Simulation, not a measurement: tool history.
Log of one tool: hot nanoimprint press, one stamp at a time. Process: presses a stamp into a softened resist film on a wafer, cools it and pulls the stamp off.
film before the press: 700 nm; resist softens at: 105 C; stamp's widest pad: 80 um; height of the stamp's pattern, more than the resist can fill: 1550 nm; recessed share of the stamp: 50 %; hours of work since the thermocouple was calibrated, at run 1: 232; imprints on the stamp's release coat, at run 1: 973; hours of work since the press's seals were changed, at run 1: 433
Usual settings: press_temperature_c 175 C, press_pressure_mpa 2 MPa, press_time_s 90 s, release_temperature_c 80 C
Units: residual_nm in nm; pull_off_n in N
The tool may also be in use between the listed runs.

| run | hour | press_temperature_c | press_pressure_mpa | press_time_s | release_temperature_c | hours of work since the thermocouple was calibrated | imprints on the stamp's release coat | hours of work since the press's seals were changed | residual_nm | pull_off_n |
|---|---|---|---|---|---|---|---|---|---|---|
| 1 | 0 | 175 | 2 | 90 | 80 | 232 | 973 | 433 | 282.2 | 117 |
| 2 | 38.1 | 175 | 2 | 90 | 80 | 257 | 1053 | 459 | 282.4 | 122 |
| 3 | 72.3 | 175 | 2 | 90 | 80 | 280 | 1124 | 481 | 281.9 | 121 |
| 4 | 90.9 | 175 | 2 | 90 | 80 | 292 | 1163 | 494 | 277.2 | 119 |
|  | 123.3 | stamp cleaned and given a new release coat |
| 5 | 135.9 | 175 | 2 | 90 | 80 | 318 | 26 | 520 | 278.1 | 90 |
| 6 | 169.1 | 175 | 2 | 90 | 80 | 340 | 96 | 542 | 276.9 | 89 |
| 7 | 208.5 | 175 | 2 | 49 | 80 | 366 | 178 | 568 | 347.1 | 95 |
| 8 | 232.2 | 179 | 2 | 90 | 80 | 382 | 227 | 584 | 214.9 | 96 |
| 9 | 272.9 | 181 | 2 | 90 | 80 | 409 | 312 | 611 | 188.2 | 95 |
| 10 | 304.1 | 181 | 1.67 | 90 | 80 | 430 | 377 | 631 | 204.3 | 98 |
|  | 315.1 | plate thermocouple calibrated |
| 11 | 346.5 | 175 | 2.52 | 90 | 85 | 21 | 459 | 658 | 266.3 | 95 |
|  | 380.3 | press's hydraulic seals changed and the load cell set to zero |
| 12 | 394.7 | 175 | 2.52 | 90 | 85 | 48 | 543 | 10 | 259.3 | 99 |
| 13 | 431.5 | 177 | 2 | 81 | 80 | 72 | 620 | 34 | 263.9 | 111 |
| 14 | 449.7 | 177 | 2 | 52 | 80 | 84 | 658 | 46 | 317.7 | 106 |
| 15 | 477.3 | 177 | 2.34 | 63 | 80 | 102 | 716 | 64 | 271.7 | 112 |
| 16 | 500.6 | 177 | 2.34 | 63 | 80 | 118 | 764 | 80 | 274 | 112 |

Forecast each of these 4 alternatives for the next run:
| A | 525.3 | 171 | 2 | 90 | 71 | 134 | 816 | 96 | ? | ? |
| B | 525.3 | 182 | 1.53 | 175 | 80 | 134 | 816 | 96 | ? | ? |
| C | 525.3 | 167 | 2.48 | 90 | 72 | 134 | 816 | 96 | ? | ? |
| D | 525.3 | 175 | 1.53 | 63 | 81 | 134 | 816 | 96 | ? | ? |

| run | residual_nm | pull_off_n |
|---|---|---|
| A | 353.5 | 124 |
| B | 154.3 | 111 |
| C | 411.2 | 123 |
| D | 360 | 109 |
Without the tool's hidden state the same runs would have given:
| run | residual_nm | pull_off_n |
|---|---|---|
| A | 370.2 | 100 |
| B | 162.3 | 89 |
| C | 429.3 | 99 |
| D | 376 | 88 |
